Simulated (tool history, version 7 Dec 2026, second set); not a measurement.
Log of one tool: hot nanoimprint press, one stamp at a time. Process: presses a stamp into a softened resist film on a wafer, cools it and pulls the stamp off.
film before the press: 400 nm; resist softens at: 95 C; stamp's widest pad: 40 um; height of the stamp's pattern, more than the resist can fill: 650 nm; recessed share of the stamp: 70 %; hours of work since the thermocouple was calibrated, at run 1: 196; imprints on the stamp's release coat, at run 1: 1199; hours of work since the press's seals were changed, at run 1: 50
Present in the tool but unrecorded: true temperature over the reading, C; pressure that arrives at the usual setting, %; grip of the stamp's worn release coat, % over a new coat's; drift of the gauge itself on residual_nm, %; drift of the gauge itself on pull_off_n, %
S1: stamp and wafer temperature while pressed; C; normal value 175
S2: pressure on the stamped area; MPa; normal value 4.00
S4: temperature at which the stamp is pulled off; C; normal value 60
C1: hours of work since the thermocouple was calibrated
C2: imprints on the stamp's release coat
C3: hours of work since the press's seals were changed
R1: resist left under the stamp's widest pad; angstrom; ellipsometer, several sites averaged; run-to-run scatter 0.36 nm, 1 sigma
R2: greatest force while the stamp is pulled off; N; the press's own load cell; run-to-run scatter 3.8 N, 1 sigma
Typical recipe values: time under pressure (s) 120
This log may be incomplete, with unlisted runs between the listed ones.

Run 1, hour 0.0: usual settings; C1 196; C2 1199; C3 50. Result: R1 1472 angstrom, R2 182 N.
Run 2, hour 13.1: usual settings; C1 205; C2 1253; C3 60. Result: R1 1468 angstrom, R2 181 N.
Run 3, hour 25.2: usual settings; C1 214; C2 1302; C3 68. Result: R1 1468 angstrom, R2 180 N.
Run 4, hour 37.9: usual settings; C1 223; C2 1355; C3 78. Result: R1 1468 angstrom, R2 186 N.
Run 5, hour 53.6: usual settings; C1 234; C2 1419; C3 89. Result: R1 1461 angstrom, R2 183 N.
Run 6, hour 66.3: usual settings; C1 244; C2 1471; C3 98. Result: R1 1463 angstrom, R2 191 N.
Run 7, hour 73.8: usual settings; C1 249; C2 1502; C3 103. Result: R1 1473 angstrom, R2 183 N.
Run 8, hour 84.2: usual settings but time under pressure (s) 235; C1 257; C2 1544; C3 111. Result: R1 1127 angstrom, R2 190 N.
Run 9, hour 101.4: usual settings but time under pressure (s) 235; C1 269; C2 1615; C3 123. Result: R1 1128 angstrom, R2 188 N.
Run 10, hour 109.9: usual settings but time under pressure (s) 235; C1 275; C2 1649; C3 129. Result: R1 1131 angstrom, R2 181 N.
Run 11, hour 125.3: usual settings but time under pressure (s) 235; C1 286; C2 1713; C3 141. Result: R1 1128 angstrom, R2 188 N.
At hour 142.9: stamp cleaned and given a new release coat.
Run 12, hour 145.1: usual settings but time under pressure (s) 235; C1 296; C2 9; C3 151. Result: R1 1129 angstrom, R2 190 N.
Run 13, hour 154.7: usual settings but S1 172 C, time under pressure (s) 235; C1 303; C2 49; C3 158. Result: R1 1280 angstrom, R2 189 N.
Run 14, hour 164.6: usual settings but S1 184 C; C1 310; C2 89; C3 165. Result: R1 1033 angstrom, R2 180 N.
At hour 170.3: plate thermocouple calibrated.
Run 15, hour 185.7: usual settings but S1 184 C; C1 11; C2 163; C3 178. Result: R1 1036 angstrom, R2 178 N.
Run 16, hour 200.8: usual settings but S1 184 C, S2 4.92 MPa, time under pressure (s) 77; C1 22; C2 226; C3 189. Result: R1 1107 angstrom, R2 182 N.
Run 17, hour 216.0: usual settings but S2 3.47 MPa, time under pressure (s) 169, S4 47 C; C1 33; C2 288; C3 200. Result: R1 1382 angstrom, R2 196 N.
Run 18, hour 233.5: usual settings but S1 181 C, S2 3.47 MPa, time under pressure (s) 169, S4 64 C; C1 46; C2 360; C3 212. Result: R1 1096 angstrom, R2 178 N.
Run 19, hour 251.7: usual settings but S1 181 C, S2 3.47 MPa, time under pressure (s) 169, S4 64 C; C1 59; C2 434; C3 225. Result: R1 1095 angstrom, R2 175 N.
Run 20, hour 259.4: usual settings but time under pressure (s) 88; C1 64; C2 466; C3 231. Result: R1 1645 angstrom, R2 182 N.
Run 21, hour 274.5: usual settings but time under pressure (s) 131, S4 67 C; C1 75; C2 527; C3 242. Result: R1 1416 angstrom, R2 182 N.
Run 22, hour 283.9: usual settings but time under pressure (s) 172; C1 82; C2 566; C3 249. Result: R1 1281 angstrom, R2 182 N.
Run 23, hour 302.3: usual settings but S2 3.09 MPa, time under pressure (s) 96; C1 95; C2 642; C3 262. Result: R1 1811 angstrom, R2 180 N.
Run 24, hour 311.0: usual settings but S1 168 C, S2 4.32 MPa, time under pressure (s) 79, S4 46 C; C1 102; C2 677; C3 268. Result: R1 2161 angstrom, R2 198 N.
Run 25, hour 326.4: usual settings but S1 179 C; C1 113; C2 740; C3 279. Result: R1 1251 angstrom, R2 191 N.
Run 26, hour 334.4: usual settings but S1 179 C, S2 2.69 MPa, time under pressure (s) 123, S4 55 C; C1 118; C2 773; C3 285. Result: R1 1530 angstrom, R2 197 N.
Run 27, hour 342.0: usual settings but S1 164 C, S2 4.30 MPa; C1 124; C2 804; C3 290. Result: R1 2218 angstrom, R2 173 N.
Run 28, hour 349.5: usual settings but S1 164 C, S2 4.96 MPa, time under pressure (s) 80; C1 129; C2 835; C3 296. Result: R1 2357 angstrom, R2 181 N.
Run 29, hour 360.0: usual settings but S1 184 C, S2 4.96 MPa, time under pressure (s) 60; C1 137; C2 878; C3 303. Result: R1 1211 angstrom, R2 183 N.
Run 30, hour 369.8: usual settings but S1 182 C, S4 47 C; C1 144; C2 918; C3 311. Result: R1 1116 angstrom, R2 200 N.

Each row is a separate what-if for the run after 30, all from the same tool condition, not one after another. Results?
Run A, hour 380.6: usual settings but S1 182 C, S2 2.85 MPa, time under pressure (s) 92, S4 61 C; C1 152; C2 962; C3 318. Result: R1 ?, R2 ?.
Run B, hour 380.6: usual settings but S1 168 C, time under pressure (s) 158; C1 152; C2 962; C3 318. Result: R1 ?, R2 ?.
Run C, hour 380.6: usual settings but S1 182 C, time under pressure (s) 182, S4 47 C; C1 152; C2 962; C3 318. Result: R1 ?, R2 ?.

run    R1   R2
  A  1488  183
  B  1766  179
  C   944  198
Without the tool's unlogged condition, the same runs would have read:
run    R1   R2
  A  1488  182
  B  1767  179
  C   944  197
